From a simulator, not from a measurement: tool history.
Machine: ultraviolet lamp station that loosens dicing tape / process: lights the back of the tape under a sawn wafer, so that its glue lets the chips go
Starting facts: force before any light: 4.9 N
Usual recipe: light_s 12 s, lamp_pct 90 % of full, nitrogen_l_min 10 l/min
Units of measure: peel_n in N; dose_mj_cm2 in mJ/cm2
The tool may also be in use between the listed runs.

Run 1, hour 0.0: usual settings. Result: peel_n 0.441 N, dose_mj_cm2 624 mJ/cm2.
Run 2, hour 16.9: usual settings. Result: peel_n 0.448 N, dose_mj_cm2 620 mJ/cm2.
Run 3, hour 28.2: usual settings but lamp_pct 91 % of full. Result: peel_n 0.452 N, dose_mj_cm2 629 mJ/cm2.
Run 4, hour 36.9: usual settings but lamp_pct 91 % of full. Result: peel_n 0.443 N, dose_mj_cm2 626 mJ/cm2.
Run 5, hour 48.1: usual settings but lamp_pct 73 % of full. Result: peel_n 0.648 N, dose_mj_cm2 510 mJ/cm2.
Run 6, hour 67.3: usual settings but lamp_pct 75 % of full. Result: peel_n 0.617 N, dose_mj_cm2 519 mJ/cm2.
Run 7, hour 75.6: usual settings but lamp_pct 75 % of full. Result: peel_n 0.610 N, dose_mj_cm2 522 mJ/cm2.
Run 8, hour 92.4: usual settings. Result: peel_n 0.465 N, dose_mj_cm2 631 mJ/cm2.
Run 9, hour 105.7: usual settings. Result: peel_n 0.460 N, dose_mj_cm2 621 mJ/cm2.
Run 10, hour 123.3: usual settings. Result: peel_n 0.449 N, dose_mj_cm2 625 mJ/cm2.
Run 11, hour 142.3: usual settings. Result: peel_n 0.459 N, dose_mj_cm2 622 mJ/cm2.
Run 12, hour 161.8: usual settings but nitrogen_l_min 15 l/min. Result: peel_n 0.400 N, dose_mj_cm2 619 mJ/cm2.
Run 13, hour 171.3: usual settings but nitrogen_l_min 15 l/min. Result: peel_n 0.391 N, dose_mj_cm2 624 mJ/cm2.
Run 14, hour 189.8: usual settings. Result: peel_n 0.459 N, dose_mj_cm2 620 mJ/cm2.
Run 15, hour 201.1: usual settings. Result: peel_n 0.457 N, dose_mj_cm2 624 mJ/cm2.
Run 16, hour 213.5: usual settings but nitrogen_l_min 16 l/min. Result: peel_n 0.397 N, dose_mj_cm2 621 mJ/cm2.
Run 17, hour 230.9: usual settings but nitrogen_l_min 16 l/min. Result: peel_n 0.390 N, dose_mj_cm2 624 mJ/cm2.
Run 18, hour 243.5: usual settings but nitrogen_l_min 16 l/min. Result: peel_n 0.391 N, dose_mj_cm2 628 mJ/cm2.
Run 19, hour 255.3: usual settings but nitrogen_l_min 16 l/min. Result: peel_n 0.390 N, dose_mj_cm2 625 mJ/cm2.
Run 20, hour 268.0: usual settings but light_s 9 s. Result: peel_n 0.733 N, dose_mj_cm2 469 mJ/cm2.
Run 21, hour 277.2: usual settings but light_s 11 s. Result: peel_n 0.516 N, dose_mj_cm2 577 mJ/cm2.
Run 22, hour 295.4: usual settings but light_s 11 s. Result: peel_n 0.550 N, dose_mj_cm2 572 mJ/cm2.
Run 23, hour 308.2: usual settings but light_s 14 s, nitrogen_l_min 4 l/min. Result: peel_n 0.555 N, dose_mj_cm2 723 mJ/cm2.
Run 24, hour 320.7: usual settings but lamp_pct 93 % of full. Result: peel_n 0.443 N, dose_mj_cm2 647 mJ/cm2.
Run 25, hour 333.6: usual settings but light_s 19 s, lamp_pct 72 % of full, nitrogen_l_min 14 l/min. Result: peel_n 0.284 N, dose_mj_cm2 795 mJ/cm2.
At hour 342.6: window cleaned of glue's vapour.
Run 26, hour 349.2: usual settings but lamp_pct 91 % of full, nitrogen_l_min 3 l/min. Result: peel_n 0.770 N, dose_mj_cm2 627 mJ/cm2.
Run 27, hour 357.9: usual settings but lamp_pct 91 % of full, nitrogen_l_min 3 l/min. Result: peel_n 0.802 N, dose_mj_cm2 631 mJ/cm2.
Run 28, hour 367.1: usual settings but light_s 17 s, lamp_pct 91 % of full, nitrogen_l_min 13 l/min. Result: peel_n 0.257 N, dose_mj_cm2 887 mJ/cm2.
Run 29, hour 378.3: usual settings but light_s 17 s, lamp_pct 91 % of full, nitrogen_l_min 13 l/min. Result: peel_n 0.256 N, dose_mj_cm2 891 mJ/cm2.
Run 30, hour 387.6: usual settings but lamp_pct 63 % of full, nitrogen_l_min 5 l/min. Result: peel_n 1.076 N, dose_mj_cm2 434 mJ/cm2.
Run 31, hour 396.8: usual settings but lamp_pct 64 % of full, nitrogen_l_min 18 l/min. Result: peel_n 0.646 N, dose_mj_cm2 439 mJ/cm2.
Run 32, hour 414.9: usual settings but lamp_pct 77 % of full, nitrogen_l_min 8 l/min. Result: peel_n 0.673 N, dose_mj_cm2 536 mJ/cm2.
Run 33, hour 430.5: usual settings but light_s 11 s, lamp_pct 82 % of full, nitrogen_l_min 3 l/min. Result: peel_n 1.038 N, dose_mj_cm2 515 mJ/cm2.
Run 34, hour 444.7: usual settings but light_s 11 s, lamp_pct 82 % of full, nitrogen_l_min 3 l/min. Result: peel_n 1.039 N, dose_mj_cm2 519 mJ/cm2.
Run 35, hour 464.0: usual settings but light_s 11 s, lamp_pct 82 % of full, nitrogen_l_min 3 l/min. Result: peel_n 1.010 N, dose_mj_cm2 525 mJ/cm2.
Run 36, hour 473.8: usual settings but light_s 8 s, lamp_pct 94 % of full, nitrogen_l_min 3 l/min. Result: peel_n 1.285 N, dose_mj_cm2 436 mJ/cm2.
Run 37, hour 484.6: usual settings but light_s 8 s, lamp_pct 94 % of full, nitrogen_l_min 3 l/min. Result: peel_n 1.323 N, dose_mj_cm2 429 mJ/cm2.
Run 38, hour 496.1: usual settings but light_s 8 s, lamp_pct 94 % of full, nitrogen_l_min 3 l/min. Result: peel_n 1.322 N, dose_mj_cm2 433 mJ/cm2.
Run 39, hour 513.4: usual settings but light_s 8 s, lamp_pct 68 % of full, nitrogen_l_min 4 l/min. Result: peel_n 1.715 N, dose_mj_cm2 314 mJ/cm2.
Run 40, hour 531.6: usual settings but light_s 19 s, lamp_pct 87 % of full, nitrogen_l_min 12 l/min. Result: peel_n 0.254 N, dose_mj_cm2 953 mJ/cm2.
Run 41, hour 544.2: usual settings but light_s 16 s, lamp_pct 67 % of full, nitrogen_l_min 9 l/min. Result: peel_n 0.480 N, dose_mj_cm2 620 mJ/cm2.
Run 42, hour 556.3: usual settings but lamp_pct 81 % of full, nitrogen_l_min 4 l/min. Result: peel_n 0.816 N, dose_mj_cm2 560 mJ/cm2.

5 options for the next run, each taken on its own from the tool as it stands now. Forecast them:
Run A, hour 574.2: usual settings but light_s 22 s, nitrogen_l_min 13 l/min. Result: peel_n ?, dose_mj_cm2 ?.
Run B, hour 574.2: usual settings but light_s 21 s, lamp_pct 88 % of full, nitrogen_l_min 3 l/min. Result: peel_n ?, dose_mj_cm2 ?.
Run C, hour 574.2: usual settings but lamp_pct 62 % of full. Result: peel_n ?, dose_mj_cm2 ?.
Run D, hour 574.2: usual settings but light_s 10 s, lamp_pct 62 % of full, nitrogen_l_min 9 l/min. Result: peel_n ?, dose_mj_cm2 ?.
Run E, hour 574.2: usual settings. Result: peel_n ?, dose_mj_cm2 ?.

run  peel_n  dose_mj_cm2
  A   0.216         1147
  B   0.332         1063
  C   0.814          424
  D   1.142          361
  E   0.474          626
Stripped of hidden state, with their random variation kept, the same runs would have yielded:
run  peel_n  dose_mj_cm2
  A   0.216         1150
  B   0.331         1065
  C   0.811          425
  D   1.138          362
  E   0.472          628
